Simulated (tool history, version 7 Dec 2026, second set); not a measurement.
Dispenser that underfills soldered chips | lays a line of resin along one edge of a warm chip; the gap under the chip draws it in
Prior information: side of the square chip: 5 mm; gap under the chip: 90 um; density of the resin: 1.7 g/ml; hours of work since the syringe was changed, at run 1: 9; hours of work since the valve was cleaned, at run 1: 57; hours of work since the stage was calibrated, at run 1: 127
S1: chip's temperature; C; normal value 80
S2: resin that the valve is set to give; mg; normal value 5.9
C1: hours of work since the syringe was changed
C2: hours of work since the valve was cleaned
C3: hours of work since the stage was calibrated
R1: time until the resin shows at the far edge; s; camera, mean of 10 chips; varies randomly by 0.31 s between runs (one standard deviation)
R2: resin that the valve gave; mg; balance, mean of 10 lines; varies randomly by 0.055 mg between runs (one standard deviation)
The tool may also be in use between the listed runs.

run	day	S1	S2	C1	C2	C3	R1	R2
1	0	80	5.9	9	57	127	13.8	5.66
# day 0.104: new syringe of resin
2	0.112	80	5.9	0	59	129	8.3	5.57
3	0.217	80	5.9	2	60	131	10	5.56
4	0.362	91	5.9	5	63	134	7	5.54
5	0.546	80	5.9	8	66	137	11.9	5.53
6	0.662	80	5.9	10	68	139	13.3	5.52
# day 0.729: new syringe of resin
7	0.8	80	5.9	1	70	141	8.9	5.44
8	0.896	80	5.9	3	72	143	9.5	5.51
9	0.975	89	5.9	4	73	144	7.7	5.52
10	1.142	80	5.9	7	76	147	11.6	5.47
11	1.279	80	5.9	10	79	149	13.6	5.44
# day 1.358: new syringe of resin
12	1.379	77	5.17	0	80	151	9.5	4.76
13	1.479	77	6.8	2	82	153	10	6.22
14	1.667	89	7.22	5	85	156	8.1	6.62
15	1.804	72	6.2	8	88	158	16.6	5.79
# day 1.979: new syringe of resin
16	1.988	72	6.2	0	91	161	11.8	5.55
17	2.129	72	6.2	3	93	164	13.3	5.62
18	2.246	72	6.2	5	95	166	14.7	5.71
19	2.379	71	5.23	7	98	168	17.9	4.83
20	2.521	69	5.32	9	100	171	21.8	4.76

For some of the steps in R1 from one run to the next: how much would appear even if the tool had no hidden state, given the settings, what came in and random variation, and how much remains for the hidden state plus any gauge scatter that the measured result and the result without hidden state don't share?
The tool's hidden condition here consists of: resin's viscosity, % of fresh resin's; dose that the valve gives, % of what is set; true chip temperature over the reading, C; drift of the gauge itself on fill_s, %; drift of the gauge itself on given_mg, %.
Run 1 -> 2: new syringe of resin. R1 -5.5 s: hidden state -4.4, all else -1.1.
Run 11 -> 12: S1 80 -> 77, S2 5.9 -> 5.17, new syringe of resin. R1 -4.1 s: hidden state -4.8, all else +0.7.
Run 14 -> 15: S1 89 -> 72, S2 7.22 -> 6.2. R1 +8.5 s: hidden state +3.5, all else +5.
Run 15 -> 16: new syringe of resin. R1 -4.8 s: hidden state -4.7, all else -0.1.
